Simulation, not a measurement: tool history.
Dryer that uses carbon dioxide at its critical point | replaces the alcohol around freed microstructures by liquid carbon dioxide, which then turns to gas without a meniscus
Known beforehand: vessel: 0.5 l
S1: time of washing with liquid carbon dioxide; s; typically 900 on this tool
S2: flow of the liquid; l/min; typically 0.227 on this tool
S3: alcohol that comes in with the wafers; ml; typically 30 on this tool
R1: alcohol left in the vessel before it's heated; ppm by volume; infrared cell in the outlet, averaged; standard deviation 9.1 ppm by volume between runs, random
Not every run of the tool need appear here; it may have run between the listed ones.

| run | hour | S1 | S2 | S3 | R1 |
|---|---|---|---|---|---|
| 1 | 0.0 | 900 | 0.227 | 30 | 642 |
| 2 | 21.1 | 900 | 0.227 | 30 | 667 |
| 3 | 50.8 | 900 | 0.227 | 30 | 678 |
| 4 | 66.9 | 900 | 0.227 | 30 | 708 |
| 5 | 89.4 | 900 | 0.227 | 30 | 712 |
| 6 | 104.9 | 1020 | 0.227 | 30 | 429 |
| 7 | 127.5 | 840 | 0.199 | 30 | 1569 |
|  | 143.5 | inlet filter changed |
| 8 | 148.0 | 840 | 0.199 | 30 | 1281 |
| 9 | 174.3 | 1260 | 0.146 | 108 | 2841 |
| 10 | 197.3 | 900 | 0.146 | 108 | 10234 |
| 11 | 211.6 | 1020 | 0.286 | 80 | 279 |

Selected run-to-run steps in R1, each split into two signed amounts: the part the tool would show with no hidden state at all (from settings, incoming material and random variation), and the remainder, which goes to the hidden state together with any gauge scatter not common to the measured and the hidden-state-free results:
The hidden state here: flow that reaches the vessel past the clogged filter, %; alcohol in the recycled carbon dioxide, ppm; drift of the gauge itself on alcohol_ppm, %.
Run 10 -> 11: S1 900 -> 1020, S2 0.146 -> 0.286, S3 108 -> 80. R1 -9955 ppm by volume: hidden state -466, all else -9489.
